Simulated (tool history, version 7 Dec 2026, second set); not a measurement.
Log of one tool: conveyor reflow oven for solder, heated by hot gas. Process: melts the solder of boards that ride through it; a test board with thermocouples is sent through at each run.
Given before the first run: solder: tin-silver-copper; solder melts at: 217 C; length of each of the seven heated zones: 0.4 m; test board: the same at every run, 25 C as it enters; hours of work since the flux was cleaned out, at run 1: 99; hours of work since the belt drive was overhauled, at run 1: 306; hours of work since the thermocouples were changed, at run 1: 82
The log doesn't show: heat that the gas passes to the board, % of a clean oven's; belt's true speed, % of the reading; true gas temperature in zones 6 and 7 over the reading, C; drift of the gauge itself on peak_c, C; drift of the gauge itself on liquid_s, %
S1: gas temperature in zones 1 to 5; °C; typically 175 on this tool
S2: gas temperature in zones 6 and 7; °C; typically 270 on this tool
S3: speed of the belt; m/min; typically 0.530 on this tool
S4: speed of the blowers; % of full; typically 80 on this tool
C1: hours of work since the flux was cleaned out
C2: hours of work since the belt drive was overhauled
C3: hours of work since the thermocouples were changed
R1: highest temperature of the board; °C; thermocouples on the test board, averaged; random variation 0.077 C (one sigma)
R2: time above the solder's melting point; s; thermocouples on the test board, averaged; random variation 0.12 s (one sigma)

run	hour	S1	S2	S3	S4	C1	C2	C3	R1	R2
1	0.0	175	270	0.530	80	99	306	82	261.36	77.4
2	10.8	175	270	0.530	80	105	311	88	261.40	77.4
3	33.6	175	270	0.530	80	116	323	99	261.45	77.3
4	48.9	175	270	0.530	80	124	331	107	261.40	77.4
5	66.1	175	270	0.530	80	133	339	115	261.45	77.6
6	79.6	175	270	0.524	80	140	346	122	261.67	78.4
7	102.7	175	270	0.524	80	151	358	134	261.72	78.6
# hour 121.1: flux residue cleaned out of gas plates and filters
8	126.3	175	270	0.530	80	3	367	143	262.13	78.0
9	138.8	175	270	0.530	80	9	373	150	262.21	78.1
10	159.8	164	270	0.530	80	20	384	160	261.10	73.5
11	181.2	166	270	0.620	80	30	395	171	257.33	60.2
12	195.9	188	267	0.530	82	38	402	178	260.86	82.5
13	217.9	160	270	0.530	60	49	413	189	255.93	66.6
14	234.7	160	265	0.530	70	57	422	198	253.89	66.4
15	245.1	160	265	0.530	70	62	427	203	253.83	66.4
16	267.6	160	268	0.569	70	74	438	214	254.46	61.6
17	283.2	175	281	0.530	55	82	446	222	266.54	79.4
18	294.7	175	270	0.476	52	87	452	228	258.69	83.4
19	310.0	175	270	0.484	69	95	460	236	262.11	85.4
20	331.1	175	284	0.484	69	106	470	246	275.22	92.3

How would selected steps in R1 from run to run divide? Give the signed amount a tool lacking its hidden state would still show from settings, what came in and random variation, and the signed amount left for the hidden state, including any gauge scatter that is not in both of the compared results.
Run 7 -> 8: S3 0.524 -> 0.530, flux residue cleaned out of gas plates and filters. R1 +0.41 °C: hidden state +0.79, all else -0.38.
Run 16 -> 17: S1 160 -> 175, S2 268 -> 281, S3 0.569 -> 0.530, S4 70 -> 55. R1 +12.08 °C: hidden state +0.12, all else +11.96.
Run 19 -> 20: S2 270 -> 284. R1 +13.11 °C: hidden state -0.03, all else +13.14.
